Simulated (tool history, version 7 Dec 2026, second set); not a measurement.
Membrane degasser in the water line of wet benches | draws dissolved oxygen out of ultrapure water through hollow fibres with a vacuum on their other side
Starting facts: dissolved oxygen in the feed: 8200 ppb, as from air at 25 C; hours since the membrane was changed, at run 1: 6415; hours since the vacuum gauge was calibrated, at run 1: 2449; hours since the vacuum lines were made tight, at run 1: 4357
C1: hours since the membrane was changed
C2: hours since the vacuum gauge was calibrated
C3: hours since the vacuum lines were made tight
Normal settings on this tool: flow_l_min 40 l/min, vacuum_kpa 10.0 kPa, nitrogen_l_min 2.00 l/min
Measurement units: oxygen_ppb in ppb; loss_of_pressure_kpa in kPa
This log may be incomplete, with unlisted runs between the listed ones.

run 1 hour=0.0 | flow_l_min=40 vacuum_kpa=10.0 nitrogen_l_min=2.00 | C1=6415 C2=2449 C3=4357 | oxygen_ppb=305.3 loss_of_pressure_kpa=68.45
run 2 hour=263.4 | flow_l_min=27 vacuum_kpa=10.0 nitrogen_l_min=2.00 | C1=6679 C2=2713 C3=4620 | oxygen_ppb=214.6 loss_of_pressure_kpa=46.07
run 3 hour=424.1 | flow_l_min=40 vacuum_kpa=10.0 nitrogen_l_min=0.90 | C1=6839 C2=2873 C3=4781 | oxygen_ppb=575.1 loss_of_pressure_kpa=68.41
run 4 hour=670.9 | flow_l_min=40 vacuum_kpa=10.0 nitrogen_l_min=0.90 | C1=7086 C2=3120 C3=5027 | oxygen_ppb=578.1 loss_of_pressure_kpa=68.23
run 5 hour=803.1 | flow_l_min=40 vacuum_kpa=10.0 nitrogen_l_min=2.00 | C1=7218 C2=3252 C3=5160 | oxygen_ppb=308.7 loss_of_pressure_kpa=68.64
run 6 hour=984.0 | flow_l_min=40 vacuum_kpa=15.2 nitrogen_l_min=2.00 | C1=7399 C2=3433 C3=5341 | oxygen_ppb=520.5 loss_of_pressure_kpa=68.64
run 7 hour=1179.8 | flow_l_min=40 vacuum_kpa=15.2 nitrogen_l_min=2.00 | C1=7595 C2=3629 C3=5536 | oxygen_ppb=517.7 loss_of_pressure_kpa=68.40
run 8 hour=1345.2 | flow_l_min=40 vacuum_kpa=15.2 nitrogen_l_min=2.00 | C1=7760 C2=3794 C3=5702 | oxygen_ppb=521.7 loss_of_pressure_kpa=68.67
-- hour=1452.7 vacuum gauge calibrated
run 9 hour=1630.3 | flow_l_min=40 vacuum_kpa=10.0 nitrogen_l_min=1.91 | C1=8045 C2=178 C3=5986 | oxygen_ppb=322.1 loss_of_pressure_kpa=69.10
run 10 hour=1776.6 | flow_l_min=40 vacuum_kpa=10.0 nitrogen_l_min=1.91 | C1=8191 C2=324 C3=6133 | oxygen_ppb=321.9 loss_of_pressure_kpa=68.98
run 11 hour=2042.3 | flow_l_min=40 vacuum_kpa=10.0 nitrogen_l_min=1.91 | C1=8457 C2=590 C3=6398 | oxygen_ppb=323.6 loss_of_pressure_kpa=69.06
run 12 hour=2204.8 | flow_l_min=40 vacuum_kpa=10.0 nitrogen_l_min=2.00 | C1=8619 C2=752 C3=6561 | oxygen_ppb=311.3 loss_of_pressure_kpa=68.82
run 13 hour=2380.6 | flow_l_min=40 vacuum_kpa=10.0 nitrogen_l_min=2.00 | C1=8795 C2=928 C3=6737 | oxygen_ppb=312.1 loss_of_pressure_kpa=69.28
run 14 hour=2575.8 | flow_l_min=51 vacuum_kpa=6.0 nitrogen_l_min=1.65 | C1=8991 C2=1123 C3=6932 | oxygen_ppb=221.3 loss_of_pressure_kpa=88.32
run 15 hour=2725.5 | flow_l_min=28 vacuum_kpa=7.4 nitrogen_l_min=3.86 | C1=9140 C2=1273 C3=7082 | oxygen_ppb=78.6 loss_of_pressure_kpa=48.25
-- hour=2788.0 vacuum gauge calibrated, once more
run 16 hour=2980.6 | flow_l_min=63 vacuum_kpa=10.0 nitrogen_l_min=1.32 | C1=9395 C2=193 C3=7336 | oxygen_ppb=661.5 loss_of_pressure_kpa=109.12
run 17 hour=3118.8 | flow_l_min=31 vacuum_kpa=9.5 nitrogen_l_min=2.00 | C1=9533 C2=331 C3=7474 | oxygen_ppb=223.9 loss_of_pressure_kpa=54.24
run 18 hour=3424.3 | flow_l_min=30 vacuum_kpa=8.8 nitrogen_l_min=2.00 | C1=9839 C2=636 C3=7780 | oxygen_ppb=194.8 loss_of_pressure_kpa=52.47
run 19 hour=3681.1 | flow_l_min=56 vacuum_kpa=13.0 nitrogen_l_min=2.22 | C1=10095 C2=893 C3=8037 | oxygen_ppb=552.7 loss_of_pressure_kpa=98.01
run 20 hour=3869.0 | flow_l_min=56 vacuum_kpa=13.0 nitrogen_l_min=2.22 | C1=10283 C2=1081 C3=8225 | oxygen_ppb=557.3 loss_of_pressure_kpa=98.23
run 21 hour=3995.0 | flow_l_min=61 vacuum_kpa=9.9 nitrogen_l_min=3.44 | C1=10409 C2=1207 C3=8351 | oxygen_ppb=329.1 loss_of_pressure_kpa=106.60
run 22 hour=4276.8 | flow_l_min=61 vacuum_kpa=7.3 nitrogen_l_min=3.44 | C1=10691 C2=1489 C3=8632 | oxygen_ppb=234.0 loss_of_pressure_kpa=107.46
run 23 hour=4438.0 | flow_l_min=61 vacuum_kpa=7.3 nitrogen_l_min=3.44 | C1=10852 C2=1650 C3=8794 | oxygen_ppb=233.3 loss_of_pressure_kpa=106.45
run 24 hour=4657.2 | flow_l_min=61 vacuum_kpa=7.3 nitrogen_l_min=3.44 | C1=11071 C2=1869 C3=9013 | oxygen_ppb=234.3 loss_of_pressure_kpa=108.04
run 25 hour=4808.4 | flow_l_min=46 vacuum_kpa=10.0 nitrogen_l_min=2.00 | C1=11223 C2=2020 C3=9164 | oxygen_ppb=356.8 loss_of_pressure_kpa=80.75
run 26 hour=5020.6 | flow_l_min=51 vacuum_kpa=22.9 nitrogen_l_min=3.56 | C1=11435 C2=2233 C3=9376 | oxygen_ppb=643.2 loss_of_pressure_kpa=90.01

Same runs, no hidden state in the tool, same run-to-run variation:
Hidden state present: membrane still open, %; true pressure behind the membrane over the reading, kPa; air that leaks in behind the membrane, l/min; drift of the gauge itself on oxygen_ppb, %; drift of the gauge itself on loss_of_pressure_kpa, %.
run=1 oxygen_ppb=298.3 loss_of_pressure_kpa=65.69
run=2 oxygen_ppb=209.1 loss_of_pressure_kpa=44.14
run=3 oxygen_ppb=564.4 loss_of_pressure_kpa=65.46
run=4 oxygen_ppb=566.4 loss_of_pressure_kpa=65.18
run=5 oxygen_ppb=299.6 loss_of_pressure_kpa=65.52
run=6 oxygen_ppb=510.1 loss_of_pressure_kpa=65.43
run=7 oxygen_ppb=506.9 loss_of_pressure_kpa=65.13
run=8 oxygen_ppb=510.3 loss_of_pressure_kpa=65.31
run=9 oxygen_ppb=309.9 loss_of_pressure_kpa=65.57
run=10 oxygen_ppb=309.4 loss_of_pressure_kpa=65.38
run=11 oxygen_ppb=310.4 loss_of_pressure_kpa=65.34
run=12 oxygen_ppb=298.0 loss_of_pressure_kpa=65.03
run=13 oxygen_ppb=298.3 loss_of_pressure_kpa=65.41
run=14 oxygen_ppb=198.5 loss_of_pressure_kpa=83.26
run=15 oxygen_ppb=72.9 loss_of_pressure_kpa=45.43
run=16 oxygen_ppb=641.7 loss_of_pressure_kpa=102.58
run=17 oxygen_ppb=219.2 loss_of_pressure_kpa=50.94
run=18 oxygen_ppb=189.9 loss_of_pressure_kpa=49.17
run=19 oxygen_ppb=534.5 loss_of_pressure_kpa=91.70
run=20 oxygen_ppb=538.3 loss_of_pressure_kpa=91.80
run=21 oxygen_ppb=305.9 loss_of_pressure_kpa=99.51
run=22 oxygen_ppb=209.5 loss_of_pressure_kpa=100.16
run=23 oxygen_ppb=208.3 loss_of_pressure_kpa=99.04
run=24 oxygen_ppb=208.4 loss_of_pressure_kpa=100.42
run=25 oxygen_ppb=342.3 loss_of_pressure_kpa=74.93
run=26 oxygen_ppb=623.5 loss_of_pressure_kpa=83.45

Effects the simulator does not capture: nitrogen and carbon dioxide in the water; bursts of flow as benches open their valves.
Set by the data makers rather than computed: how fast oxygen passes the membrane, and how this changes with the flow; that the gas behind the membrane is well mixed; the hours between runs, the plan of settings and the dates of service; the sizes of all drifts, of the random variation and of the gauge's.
